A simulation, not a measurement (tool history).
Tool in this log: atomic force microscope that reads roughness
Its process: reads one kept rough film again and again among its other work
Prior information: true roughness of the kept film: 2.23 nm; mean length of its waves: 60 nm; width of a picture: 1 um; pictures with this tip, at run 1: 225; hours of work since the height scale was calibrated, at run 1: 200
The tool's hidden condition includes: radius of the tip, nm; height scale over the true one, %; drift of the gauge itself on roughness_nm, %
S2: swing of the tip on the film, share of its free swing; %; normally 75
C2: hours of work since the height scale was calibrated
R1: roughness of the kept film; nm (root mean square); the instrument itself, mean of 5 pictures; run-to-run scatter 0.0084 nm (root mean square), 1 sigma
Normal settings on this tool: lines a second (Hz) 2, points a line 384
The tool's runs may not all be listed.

run 1 hour=0 | lines_a_second_(Hz)=2 S2=75 points_a_line=384 | pictures_with_this_tip=225 C2=200 | R1=1.732
-- hour=13.9 new tip fitted
run 2 hour=14.8 | lines_a_second_(Hz)=2 S2=75 points_a_line=262 | pictures_with_this_tip=1 C2=209 | R1=1.841
run 3 hour=31.5 | lines_a_second_(Hz)=2 S2=75 points_a_line=262 | pictures_with_this_tip=26 C2=220 | R1=1.856
run 4 hour=49.5 | lines_a_second_(Hz)=0.58 S2=75 points_a_line=384 | pictures_with_this_tip=52 C2=231 | R1=2.033
run 5 hour=61.3 | lines_a_second_(Hz)=0.58 S2=75 points_a_line=384 | pictures_with_this_tip=70 C2=239 | R1=2.037
run 6 hour=76.6 | lines_a_second_(Hz)=0.58 S2=75 points_a_line=997 | pictures_with_this_tip=93 C2=249 | R1=2.026
run 7 hour=85.8 | lines_a_second_(Hz)=0.58 S2=75 points_a_line=997 | pictures_with_this_tip=106 C2=255 | R1=1.995
run 8 hour=106.8 | lines_a_second_(Hz)=2 S2=77 points_a_line=384 | pictures_with_this_tip=138 C2=268 | R1=1.741
run 9 hour=116.3 | lines_a_second_(Hz)=2 S2=77 points_a_line=384 | pictures_with_this_tip=152 C2=274 | R1=1.743
run 10 hour=134.6 | lines_a_second_(Hz)=2 S2=75 points_a_line=384 | pictures_with_this_tip=179 C2=286 | R1=1.777
-- hour=136.5 height scale calibrated on a step standard
run 11 hour=145 | lines_a_second_(Hz)=2 S2=75 points_a_line=384 | pictures_with_this_tip=193 C2=5 | R1=1.772
run 12 hour=156.7 | lines_a_second_(Hz)=2 S2=75 points_a_line=889 | pictures_with_this_tip=210 C2=13 | R1=1.75
run 13 hour=171.6 | lines_a_second_(Hz)=2 S2=87 points_a_line=384 | pictures_with_this_tip=233 C2=23 | R1=1.554
-- hour=180.2 new tip fitted
run 14 hour=190.2 | lines_a_second_(Hz)=2 S2=87 points_a_line=384 | pictures_with_this_tip=14 C2=34 | R1=1.652
run 15 hour=200.7 | lines_a_second_(Hz)=2 S2=71 points_a_line=384 | pictures_with_this_tip=30 C2=41 | R1=1.886
-- hour=220.4 height scale calibrated on a step standard, once more
run 16 hour=223 | lines_a_second_(Hz)=2 S2=71 points_a_line=384 | pictures_with_this_tip=62 C2=2 | R1=1.858
run 17 hour=233.3 | lines_a_second_(Hz)=2 S2=71 points_a_line=384 | pictures_with_this_tip=77 C2=8 | R1=1.863
run 18 hour=243.1 | lines_a_second_(Hz)=2.88 S2=75 points_a_line=309 | pictures_with_this_tip=92 C2=15 | R1=1.683
run 19 hour=259.4 | lines_a_second_(Hz)=1.48 S2=64 points_a_line=309 | pictures_with_this_tip=116 C2=25 | R1=1.974
run 20 hour=280.7 | lines_a_second_(Hz)=0.52 S2=70 points_a_line=507 | pictures_with_this_tip=148 C2=39 | R1=2.007
run 21 hour=300.7 | lines_a_second_(Hz)=0.64 S2=84 points_a_line=271 | pictures_with_this_tip=177 C2=52 | R1=1.896
run 22 hour=312.9 | lines_a_second_(Hz)=0.64 S2=84 points_a_line=271 | pictures_with_this_tip=196 C2=60 | R1=1.877
run 23 hour=329.6 | lines_a_second_(Hz)=0.64 S2=84 points_a_line=271 | pictures_with_this_tip=220 C2=70 | R1=1.869
-- hour=346.6 new tip fitted
run 24 hour=351.1 | lines_a_second_(Hz)=1.05 S2=75 points_a_line=384 | pictures_with_this_tip=7 C2=84 | R1=1.986
run 25 hour=365.7 | lines_a_second_(Hz)=3.02 S2=81 points_a_line=672 | pictures_with_this_tip=28 C2=93 | R1=1.587
run 26 hour=382.9 | lines_a_second_(Hz)=0.63 S2=56 points_a_line=481 | pictures_with_this_tip=54 C2=104 | R1=2.097
run 27 hour=396.1 | lines_a_second_(Hz)=0.63 S2=56 points_a_line=481 | pictures_with_this_tip=74 C2=113 | R1=2.098
run 28 hour=414.6 | lines_a_second_(Hz)=0.63 S2=56 points_a_line=481 | pictures_with_this_tip=101 C2=125 | R1=2.069
run 29 hour=435.1 | lines_a_second_(Hz)=2.51 S2=76 points_a_line=264 | pictures_with_this_tip=131 C2=138 | R1=1.693
run 30 hour=449.8 | lines_a_second_(Hz)=3.25 S2=61 points_a_line=264 | pictures_with_this_tip=153 C2=147 | R1=1.828
run 31 hour=464.9 | lines_a_second_(Hz)=2 S2=70 points_a_line=774 | pictures_with_this_tip=176 C2=157 | R1=1.819
run 32 hour=478.8 | lines_a_second_(Hz)=2.59 S2=69 points_a_line=404 | pictures_with_this_tip=197 C2=166 | R1=1.774
run 33 hour=498.2 | lines_a_second_(Hz)=2 S2=68 points_a_line=384 | pictures_with_this_tip=225 C2=179 | R1=1.819
-- hour=512.8 new tip fitted
run 34 hour=513.8 | lines_a_second_(Hz)=0.72 S2=66 points_a_line=806 | pictures_with_this_tip=2 C2=188 | R1=2.102

Describe how what the log doesn't record of the tool's condition differs between the last listed run preceding each entry between runs and the first listed run following it.
After run 1, before run 2: new tip fitted (hour 13.9)
  radius of the tip, nm: 41 -> 10.9; height scale over the true one, %: 0.25 -> 0.26
  measured value less the no-hidden-state value, R1: -0.124 -> +0 nm (root mean square)
After run 10, before run 11: height scale calibrated on a step standard (hour 136.5)
  radius of the tip, nm: 33.4 -> 35; height scale over the true one, %: 0.31 -> 0.53
  measured value less the no-hidden-state value, R1: -0.093 -> -0.095 nm (root mean square)
After run 13, before run 14: new tip fitted (hour 180.2)
  radius of the tip, nm: 40 -> 12.8; height scale over the true one, %: 0.54 -> 0.55
  measured value less the no-hidden-state value, R1: -0.102 -> -0.002 nm (root mean square)
After run 15, before run 16: height scale calibrated on a step standard, once more (hour 220.4)
  radius of the tip, nm: 14.7 -> 18.9; height scale over the true one, %: 0.55 -> 0.04
  measured value less the no-hidden-state value, R1: -0.011 -> -0.038 nm (root mean square)
After run 23, before run 24: new tip fitted (hour 346.6)
  radius of the tip, nm: 39.3 -> 11.3; height scale over the true one, %: 0.09 -> 0.1
  measured value less the no-hidden-state value, R1: -0.128 -> -0.004 nm (root mean square)
After run 33, before run 34: new tip fitted (hour 512.8)
  radius of the tip, nm: 38.9 -> 10.9
  measured value less the no-hidden-state value, R1: -0.121 -> -0.001 nm (root mean square)
